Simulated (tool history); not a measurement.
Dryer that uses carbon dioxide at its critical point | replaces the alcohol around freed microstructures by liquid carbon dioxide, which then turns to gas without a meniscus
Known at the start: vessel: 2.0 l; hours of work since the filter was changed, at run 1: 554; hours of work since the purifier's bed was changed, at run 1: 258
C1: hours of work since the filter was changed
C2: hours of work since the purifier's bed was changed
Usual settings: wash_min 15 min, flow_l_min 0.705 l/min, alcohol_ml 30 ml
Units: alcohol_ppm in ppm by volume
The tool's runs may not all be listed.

Run 1, day 0: usual settings; C1 554; C2 258. Result: alcohol_ppm 265 ppm by volume.
Run 2, day 0.671: usual settings; C1 566; C2 271. Result: alcohol_ppm 267 ppm by volume.
Run 3, day 1.283: usual settings; C1 578; C2 282. Result: alcohol_ppm 268 ppm by volume.
At day 1.433: inlet filter changed.
Run 4, day 1.883: usual settings but wash_min 21 min; C1 8; C2 293. Result: alcohol_ppm 70 ppm by volume.
Run 5, day 2.488: usual settings but wash_min 21 min; C1 20; C2 304. Result: alcohol_ppm 71 ppm by volume.
Run 6, day 2.796: usual settings but alcohol_ml 94 ml; C1 25; C2 310. Result: alcohol_ppm 354 ppm by volume.
Run 7, day 3.1: usual settings but flow_l_min 1.041 l/min, alcohol_ml 94 ml; C1 31; C2 315. Result: alcohol_ppm 81 ppm by volume.
Run 8, day 3.729: usual settings but flow_l_min 1.041 l/min, alcohol_ml 94 ml; C1 43; C2 327. Result: alcohol_ppm 92 ppm by volume.
Run 9, day 4.171: usual settings but flow_l_min 1.041 l/min, alcohol_ml 94 ml; C1 51; C2 335. Result: alcohol_ppm 87 ppm by volume.
Run 10, day 4.858: usual settings but wash_min 14 min, flow_l_min 1.041 l/min, alcohol_ml 94 ml; C1 64; C2 348. Result: alcohol_ppm 100 ppm by volume.
Run 11, day 5.412: usual settings but wash_min 14 min, flow_l_min 1.041 l/min, alcohol_ml 94 ml; C1 74; C2 358. Result: alcohol_ppm 108 ppm by volume.
Run 12, day 6.033: usual settings but alcohol_ml 110 ml; C1 86; C2 370. Result: alcohol_ppm 465 ppm by volume.
Run 13, day 6.388: usual settings; C1 92; C2 376. Result: alcohol_ppm 177 ppm by volume.
Run 14, day 7.079: usual settings; C1 105; C2 389. Result: alcohol_ppm 179 ppm by volume.
Run 15, day 7.708: usual settings; C1 117; C2 401. Result: alcohol_ppm 168 ppm by volume.
Run 16, day 8.379: usual settings; C1 129; C2 413. Result: alcohol_ppm 182 ppm by volume.
Run 17, day 8.708: usual settings; C1 135; C2 420. Result: alcohol_ppm 193 ppm by volume.
Run 18, day 9.008: usual settings; C1 141; C2 425. Result: alcohol_ppm 195 ppm by volume.
Run 19, day 9.646: usual settings; C1 153; C2 437. Result: alcohol_ppm 201 ppm by volume.
Run 20, day 10.25: usual settings; C1 164; C2 448. Result: alcohol_ppm 204 ppm by volume.
Run 21, day 10.542: usual settings; C1 169; C2 454. Result: alcohol_ppm 203 ppm by volume.
Run 22, day 11.083: usual settings; C1 180; C2 464. Result: alcohol_ppm 210 ppm by volume.
Run 23, day 11.546: usual settings; C1 188; C2 472. Result: alcohol_ppm 209 ppm by volume.
Run 24, day 12.171: usual settings; C1 200; C2 484. Result: alcohol_ppm 212 ppm by volume.
Run 25, day 12.567: usual settings but alcohol_ml 78 ml; C1 207; C2 491. Result: alcohol_ppm 428 ppm by volume.
Run 26, day 13.15: usual settings but flow_l_min 1.061 l/min, alcohol_ml 88 ml; C1 218; C2 502. Result: alcohol_ppm 120 ppm by volume.
Run 27, day 13.838: usual settings but flow_l_min 1.061 l/min, alcohol_ml 88 ml; C1 231; C2 515. Result: alcohol_ppm 114 ppm by volume.
Run 28, day 14.158: usual settings but flow_l_min 1.061 l/min, alcohol_ml 88 ml; C1 237; C2 521. Result: alcohol_ppm 121 ppm by volume.
Run 29, day 14.858: usual settings but flow_l_min 1.061 l/min, alcohol_ml 88 ml; C1 250; C2 534. Result: alcohol_ppm 128 ppm by volume.
Run 30, day 15.546: usual settings but alcohol_ml 60 ml; C1 263; C2 547. Result: alcohol_ppm 393 ppm by volume.
Run 31, day 15.871: usual settings but wash_min 9 min, flow_l_min 0.48 l/min, alcohol_ml 34 ml; C1 269; C2 553. Result: alcohol_ppm 2800 ppm by volume.
Run 32, day 16.271: usual settings but wash_min 9 min, flow_l_min 0.48 l/min, alcohol_ml 34 ml; C1 276; C2 560. Result: alcohol_ppm 2771 ppm by volume.
Run 33, day 16.712: usual settings but wash_min 9 min, flow_l_min 0.48 l/min, alcohol_ml 34 ml; C1 284; C2 568. Result: alcohol_ppm 2760 ppm by volume.
Run 34, day 17.25: usual settings but wash_min 22 min, flow_l_min 0.709 l/min, alcohol_ml 43 ml; C1 294; C2 578. Result: alcohol_ppm 134 ppm by volume.
Run 35, day 17.842: usual settings but wash_min 22 min, flow_l_min 0.709 l/min, alcohol_ml 43 ml; C1 305; C2 589. Result: alcohol_ppm 129 ppm by volume.
Run 36, day 18.496: usual settings but wash_min 17 min, flow_l_min 0.709 l/min, alcohol_ml 87 ml; C1 317; C2 602. Result: alcohol_ppm 348 ppm by volume.
Run 37, day 18.829: usual settings but wash_min 21 min, alcohol_ml 24 ml; C1 324; C2 608. Result: alcohol_ppm 138 ppm by volume.
Run 38, day 19.471: usual settings but alcohol_ml 24 ml; C1 336; C2 620. Result: alcohol_ppm 230 ppm by volume.
Run 39, day 19.821: usual settings but wash_min 23 min, alcohol_ml 45 ml; C1 342; C2 626. Result: alcohol_ppm 136 ppm by volume.
Run 40, day 20.5: usual settings but wash_min 18 min, flow_l_min 1.104 l/min, alcohol_ml 25 ml; C1 355; C2 639. Result: alcohol_ppm 122 ppm by volume.
Run 41, day 20.8: usual settings but wash_min 18 min, flow_l_min 1.104 l/min, alcohol_ml 25 ml; C1 360; C2 645. Result: alcohol_ppm 128 ppm by volume.
Run 42, day 21.142: usual settings but wash_min 9 min, flow_l_min 1.04 l/min, alcohol_ml 29 ml; C1 367; C2 651. Result: alcohol_ppm 358 ppm by volume.
Run 43, day 21.733: usual settings but wash_min 10 min, flow_l_min 0.598 l/min, alcohol_ml 32 ml; C1 378; C2 662. Result: alcohol_ppm 1425 ppm by volume.
Run 44, day 22.183: usual settings but wash_min 10 min, flow_l_min 0.598 l/min, alcohol_ml 32 ml; C1 386; C2 670. Result: alcohol_ppm 1371 ppm by volume.
Run 45, day 22.742: usual settings but wash_min 12 min, flow_l_min 0.785 l/min, alcohol_ml 32 ml; C1 396; C2 681. Result: alcohol_ppm 415 ppm by volume.
Run 46, day 23.425: usual settings but wash_min 18 min, flow_l_min 0.433 l/min, alcohol_ml 34 ml; C1 409; C2 693. Result: alcohol_ppm 842 ppm by volume.

5 ways to go on from here, each from the tool as it stands after run 46. What would each give?
Run A, day 23.788: usual settings but wash_min 14 min, flow_l_min 0.433 l/min, alcohol_ml 34 ml; C1 416; C2 700. Result: alcohol_ppm ?.
Run B, day 23.788: usual settings but wash_min 11 min, alcohol_ml 22 ml; C1 416; C2 700. Result: alcohol_ppm ?.
Run C, day 23.788: usual settings but alcohol_ml 33 ml; C1 416; C2 700. Result: alcohol_ppm ?.
Run D, day 23.788: usual settings but wash_min 10 min, flow_l_min 0.463 l/min, alcohol_ml 22 ml; C1 416; C2 700. Result: alcohol_ppm ?.
Run E, day 23.788: usual settings but wash_min 18 min, flow_l_min 0.854 l/min, alcohol_ml 34 ml; C1 416; C2 700. Result: alcohol_ppm ?.

run  alcohol_ppm
  A         1527
  B          532
  C          305
  D         1792
  E          154
Without the tool's hidden state the same runs would have given:
run  alcohol_ppm
  A          995
  B          261
  C          100
  D         1280
  E           18
